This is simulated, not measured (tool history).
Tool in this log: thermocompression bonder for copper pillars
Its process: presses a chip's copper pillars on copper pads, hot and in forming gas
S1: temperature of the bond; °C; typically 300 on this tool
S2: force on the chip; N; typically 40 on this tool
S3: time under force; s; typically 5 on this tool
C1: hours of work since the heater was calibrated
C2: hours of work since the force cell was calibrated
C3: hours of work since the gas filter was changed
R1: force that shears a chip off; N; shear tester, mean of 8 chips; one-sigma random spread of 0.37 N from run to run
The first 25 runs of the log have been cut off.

run 26 hour=1010.1 | S1=325 S2=25 S3=5 | C1=58 C2=578 C3=330 | R1=44.1
run 27 hour=1050 | S1=325 S2=25 S3=5 | C1=87 C2=607 C3=359 | R1=43.4
run 28 hour=1090.1 | S1=308 S2=38 S3=3 | C1=116 C2=636 C3=388 | R1=45.9
run 29 hour=1120.9 | S1=300 S2=40 S3=11 | C1=138 C2=658 C3=410 | R1=66.8
run 30 hour=1168.8 | S1=300 S2=40 S3=11 | C1=173 C2=693 C3=445 | R1=66
run 31 hour=1192.1 | S1=320 S2=37 S3=4 | C1=190 C2=710 C3=462 | R1=56
run 32 hour=1232.9 | S1=302 S2=37 S3=3 | C1=219 C2=740 C3=491 | R1=40.5
-- hour=1246.2 forming gas filter changed
run 33 hour=1263.9 | S1=302 S2=37 S3=3 | C1=241 C2=762 C3=13 | R1=45.1
run 34 hour=1316.9 | S1=272 S2=26 S3=7 | C1=280 C2=800 C3=51 | R1=26
run 35 hour=1354.9 | S1=272 S2=26 S3=7 | C1=307 C2=827 C3=79 | R1=26.2

Consider 4 possible next runs. They are alternatives, not a sequence: every one starts from the tool as it was left by run 35. What does each give?
run A hour=1389.4 | S1=300 S2=53 S3=7 | C1=332 C2=852 C3=104 | R1=?
run B hour=1389.4 | S1=311 S2=40 S3=5 | C1=332 C2=852 C3=104 | R1=?
run C hour=1389.4 | S1=311 S2=37 S3=5 | C1=332 C2=852 C3=104 | R1=?
run D hour=1389.4 | S1=272 S2=52 S3=5 | C1=332 C2=852 C3=104 | R1=?

run=A R1=79.6
run=B R1=63.7
run=C R1=59.3
run=D R1=50.6
With the hidden condition removed and each run's random variation left untouched, the same runs would have given:
run=A R1=77.9
run=B R1=61.7
run=C R1=57.3
run=D R1=48.7
